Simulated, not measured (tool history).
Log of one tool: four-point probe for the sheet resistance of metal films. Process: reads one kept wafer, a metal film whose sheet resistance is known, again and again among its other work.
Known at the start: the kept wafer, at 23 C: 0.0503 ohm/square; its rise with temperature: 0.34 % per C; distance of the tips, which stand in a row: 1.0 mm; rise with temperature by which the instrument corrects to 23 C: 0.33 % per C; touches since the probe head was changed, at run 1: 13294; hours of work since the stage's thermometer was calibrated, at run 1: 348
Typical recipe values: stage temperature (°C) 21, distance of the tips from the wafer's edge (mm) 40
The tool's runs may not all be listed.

| run | hour | stage temperature (°C) | distance of the tips from the wafer's edge (mm) | touches since the probe head was changed | hours of work since the stage's thermometer was calibrated | sheet resistance as the instrument gives it (ohm/square) |
|---|---|---|---|---|---|---|
| 1 | 0.0 | 21 | 40 | 13294 | 348 | 0.050062 |
| 2 | 17.6 | 21 | 27 | 13740 | 360 | 0.050100 |
| 3 | 47.3 | 21 | 27 | 14493 | 378 | 0.050087 |
| 4 | 77.6 | 21 | 27 | 15261 | 398 | 0.050083 |
| 5 | 99.6 | 21 | 27 | 15818 | 412 | 0.050058 |
| 6 | 117.0 | 21 | 27 | 16258 | 423 | 0.050077 |
| 7 | 140.1 | 21 | 27 | 16846 | 437 | 0.050078 |
| 8 | 164.9 | 23 | 40 | 17473 | 453 | 0.050054 |
| 9 | 185.8 | 23 | 40 | 18002 | 466 | 0.050060 |
| 10 | 213.7 | 23 | 40 | 18710 | 484 | 0.050065 |
| 11 | 229.4 | 33 | 11 | 19109 | 494 | 0.050318 |
| 12 | 258.0 | 21 | 23 | 19833 | 512 | 0.050079 |
| 13 | 285.7 | 21 | 23 | 20535 | 530 | 0.050082 |
| 14 | 306.7 | 24 | 17 | 21067 | 543 | 0.050129 |
| 15 | 324.7 | 24 | 17 | 21524 | 554 | 0.050119 |
| 16 | 354.7 | 32 | 6 | 22284 | 573 | 0.050812 |
| 17 | 379.6 | 27 | 4 | 22916 | 589 | 0.051674 |
| 18 | 399.6 | 18 | 12 | 23421 | 602 | 0.050192 |
| 19 | 426.2 | 20 | 3 | 24095 | 619 | 0.052803 |

3 options for the next run, each taken on its own from the tool as it stands now. Forecast them:
| A | 445.5 | 27 | 9 | 24584 | 631 | ? |
| B | 445.5 | 32 | 3 | 24584 | 631 | ? |
| C | 445.5 | 24 | 4 | 24584 | 631 | ? |

| run | sheet resistance as the instrument gives it (ohm/square) |
|---|---|
| A | 0.050379 |
| B | 0.052890 |
| C | 0.051644 |
The same runs, with their run-to-run variation unchanged, on a tool lacking any hidden condition would have given:
| run | sheet resistance as the instrument gives it (ohm/square) |
|---|---|
| A | 0.050658 |
| B | 0.053181 |
| C | 0.051929 |

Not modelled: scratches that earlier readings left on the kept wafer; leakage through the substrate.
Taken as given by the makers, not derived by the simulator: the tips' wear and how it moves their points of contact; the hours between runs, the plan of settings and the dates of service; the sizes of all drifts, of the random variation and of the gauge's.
